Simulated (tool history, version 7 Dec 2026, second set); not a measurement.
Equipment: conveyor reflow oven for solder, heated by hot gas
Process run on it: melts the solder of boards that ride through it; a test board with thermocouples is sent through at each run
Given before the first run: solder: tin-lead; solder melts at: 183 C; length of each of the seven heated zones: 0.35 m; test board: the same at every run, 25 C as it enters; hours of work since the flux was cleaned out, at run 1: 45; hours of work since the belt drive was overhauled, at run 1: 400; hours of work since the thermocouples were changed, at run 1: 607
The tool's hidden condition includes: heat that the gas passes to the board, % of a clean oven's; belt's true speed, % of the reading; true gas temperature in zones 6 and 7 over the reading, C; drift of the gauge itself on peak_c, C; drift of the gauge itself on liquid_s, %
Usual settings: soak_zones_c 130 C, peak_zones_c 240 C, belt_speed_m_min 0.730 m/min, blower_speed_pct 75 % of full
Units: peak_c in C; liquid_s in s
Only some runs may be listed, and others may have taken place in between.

run	hour	soak_zones_c	peak_zones_c	belt_speed_m_min	blower_speed_pct	hours of work since the flux was cleaned out	hours of work since the belt drive was overhauled	hours of work since the thermocouples were changed	peak_c	liquid_s
1	0.0	130	240	0.730	75	45	400	607	223.6	44.4
2	10.6	130	240	0.730	75	50	406	613	223.3	44.4
3	21.3	141	240	0.730	75	56	412	618	225.4	47.7
4	31.8	130	240	0.730	75	62	418	624	222.7	44.4
5	50.3	130	228	0.730	75	72	428	634	212.7	38.5
6	60.1	130	254	0.730	75	77	433	640	235.8	49.6
7	78.2	130	254	0.730	75	87	443	650	234.7	49.4
8	94.6	130	254	0.730	75	96	452	659	234.9	49.7
9	107.1	130	254	0.730	75	103	459	665	235.4	49.8
10	120.9	130	240	0.730	75	111	466	673	222.9	43.8
11	134.4	130	240	0.730	75	118	474	680	222.7	44.0
12	145.5	130	240	0.730	75	124	480	686	222.9	43.9
13	159.1	130	240	0.730	75	132	487	694	222.8	44.2
14	173.4	130	234	0.730	75	139	495	702	217.5	41.1
15	183.6	130	240	0.708	75	145	501	707	223.8	45.9
16	194.4	130	246	0.730	75	151	507	713	227.6	46.4
17	211.7	142	240	0.730	78	160	516	723	224.9	48.4
18	221.7	119	240	0.730	85	166	522	728	223.7	42.3
19	237.1	119	255	0.730	85	174	530	737	236.6	48.0
20	257.1	119	255	0.829	85	185	541	747	231.1	40.2
21	274.4	130	251	0.879	75	195	550	757	223.6	36.6
22	286.8	130	236	0.736	75	201	557	764	218.7	41.2
23	302.6	130	240	0.670	51	210	566	772	216.7	43.6
24	321.3	130	240	0.670	51	220	576	783	216.6	43.5

Run 25 has not been measured yet. What should we expect?
25	335.9	130	240	0.730	77	228	584	791	?	?

{"run 25": {"peak_c": 222.3, "liquid_s": 44.0}}
The same run, on a tool lacking any hidden state, would have yielded peak_c 222.9 C, liquid_s 44.3 s.

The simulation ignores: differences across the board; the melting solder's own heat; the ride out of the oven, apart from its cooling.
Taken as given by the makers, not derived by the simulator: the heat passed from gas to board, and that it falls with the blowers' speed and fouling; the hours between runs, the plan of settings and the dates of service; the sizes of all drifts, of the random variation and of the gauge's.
